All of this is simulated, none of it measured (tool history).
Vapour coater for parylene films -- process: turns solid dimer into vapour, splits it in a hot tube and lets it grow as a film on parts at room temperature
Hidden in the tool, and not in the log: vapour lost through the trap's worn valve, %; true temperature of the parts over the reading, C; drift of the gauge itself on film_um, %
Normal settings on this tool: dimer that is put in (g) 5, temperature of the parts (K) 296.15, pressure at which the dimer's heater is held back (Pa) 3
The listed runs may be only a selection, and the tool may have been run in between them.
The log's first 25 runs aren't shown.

run    hour  dimer that is put in (g)  temperature of the parts (K)  pressure at which the dimer's heater is held back (Pa)  hours of work since the trap's valve was overhauled  hours of work since the table's thermometer was calibrated  thickness of the film (nm)
 26     599                         5                        305.15                                                   11.45                                                  234                                                         391                        2060
 27   625.9                         8                        298.15                                                    2.92                                                  249                                                         406                        4800
 28   651.4                         7                        299.15                                                    2.92                                                  263                                                         421                        4030
 29   674.4                         7                        300.15                                                       3                                                  276                                                         434                        3910
 30   690.7                         2                        301.15                                                    4.46                                                  285                                                         443                        1050
 31   705.4                         2                        296.15                                                    6.79                                                  293                                                         451                        1210
 32   719.9                         5                        307.15                                                    2.63                                                  301                                                         459                        2210
 33   746.6                         3                        292.15                                                      12                                                  316                                                         474                        1970
 34   768.6                         5                        307.15                                                    7.26                                                  329                                                         486                        2000
 35     785                         5                        307.15                                                    7.26                                                  338                                                         496                        2010
 36   807.1                         5                        307.15                                                   11.19                                                  350                                                         508                        1880
 37   830.4                         3                        308.15                                                   11.19                                                  363                                                         521                        1120
 38   859.6                         3                        308.15                                                   11.19                                                  380                                                         537                        1100
 39   888.9                         3                        308.15                                                   11.19                                                  396                                                         554                        1120
 40   916.5                         2                        288.15                                                    7.08                                                  411                                                         569                        1620
 41   931.3                         2                        288.15                                                    7.08                                                  420                                                         577                        1610
 42   962.4                         4                        288.15                                                    3.09                                                  437                                                         595                        3520
 43   989.8                         3                        291.15                                                    5.74                                                  453                                                         610                        2240
 44    1021                         5                        289.15                                                       3                                                  470                                                         628                        4210
 45  1040.1                         7                        289.15                                                    11.5                                                  481                                                         638                        5220
 46  1069.6                         7                        289.15                                                    11.5                                                  497                                                         655                        5250
 47  1097.2                         3                        296.15                                                       3                                                  513                                                         670                        1960

Alternative continuations, all from the tool just after run 47; predict every row:
  A  1122.2                         5                        308.15                                                       3                                                  527                                                         684                           ?
  B  1122.2                         2                        296.15                                                       3                                                  527                                                         684                           ?
  C  1122.2                         9                        296.15                                                       3                                                  527                                                         684                           ?

run  thickness of the film (nm)
  A                        2110
  B                        1290
  C                        5790
With no hidden state in the tool, these same runs would have given:
run  thickness of the film (nm)
  A                        2120
  B                        1300
  C                        5820
